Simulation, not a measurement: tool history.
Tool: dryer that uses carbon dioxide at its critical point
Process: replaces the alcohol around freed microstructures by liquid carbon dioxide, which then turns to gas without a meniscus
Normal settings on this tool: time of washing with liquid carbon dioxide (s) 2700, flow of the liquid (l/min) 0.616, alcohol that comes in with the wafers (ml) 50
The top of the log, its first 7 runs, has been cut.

| run | hour | time of washing with liquid carbon dioxide (s) | flow of the liquid (l/min) | alcohol that comes in with the wafers (ml) | hours of work since the filter was changed | hours of work since the purifier's bed was changed | alcohol left in the vessel before it's heated (ppm by volume) |
|---|---|---|---|---|---|---|---|
| 8 | 268.0 | 3780 | 0.616 | 50 | 64 | 662 | 151 |
| 9 | 317.5 | 3780 | 0.616 | 50 | 89 | 687 | 148 |
| 10 | 365.0 | 2700 | 0.616 | 50 | 113 | 711 | 207 |
| 11 | 397.7 | 2700 | 0.981 | 50 | 130 | 727 | 147 |
|  | 409.7 | purifier's bed changed |
| 12 | 451.7 | 2700 | 0.981 | 50 | 156 | 21 | 13 |
| 13 | 496.1 | 2700 | 0.981 | 50 | 178 | 44 | 16 |
| 14 | 535.8 | 1680 | 0.616 | 50 | 198 | 64 | 487 |
|  | 570.1 | inlet filter changed |
| 15 | 575.0 | 1680 | 0.616 | 50 | 2 | 83 | 413 |
| 16 | 611.6 | 1680 | 0.616 | 50 | 21 | 101 | 435 |
| 17 | 639.8 | 2700 | 0.617 | 20 | 35 | 115 | 46 |
| 18 | 688.3 | 2220 | 0.892 | 33 | 60 | 140 | 48 |
| 19 | 736.6 | 2220 | 0.892 | 33 | 84 | 164 | 54 |
| 20 | 775.5 | 2520 | 0.616 | 23 | 103 | 184 | 79 |
| 21 | 829.2 | 2700 | 0.616 | 31 | 131 | 211 | 85 |
| 22 | 860.4 | 2220 | 0.616 | 50 | 146 | 227 | 198 |
| 23 | 898.2 | 2220 | 0.616 | 50 | 165 | 246 | 228 |
| 24 | 933.1 | 3360 | 0.616 | 28 | 183 | 263 | 79 |
| 25 | 988.5 | 3240 | 0.707 | 116 | 211 | 291 | 100 |
|  | 1000.0 | inlet filter changed |
| 26 | 1027.7 | 3240 | 0.707 | 116 | 14 | 310 | 87 |
| 27 | 1059.3 | 3240 | 0.707 | 116 | 30 | 326 | 88 |
| 28 | 1083.2 | 2100 | 0.763 | 50 | 42 | 338 | 147 |
| 29 | 1131.9 | 1620 | 0.763 | 30 | 66 | 363 | 225 |

Forecast run 30:
| 30 | 1156.4 | 1620 | 0.552 | 26 | 79 | 375 | ? |

Logged for run 30: alcohol left in the vessel before it's heated (ppm by volume) 450.
Were there no unlogged condition in the tool, this run, its random variation unchanged, would have produced alcohol left in the vessel before it's heated (ppm by volume) 347.
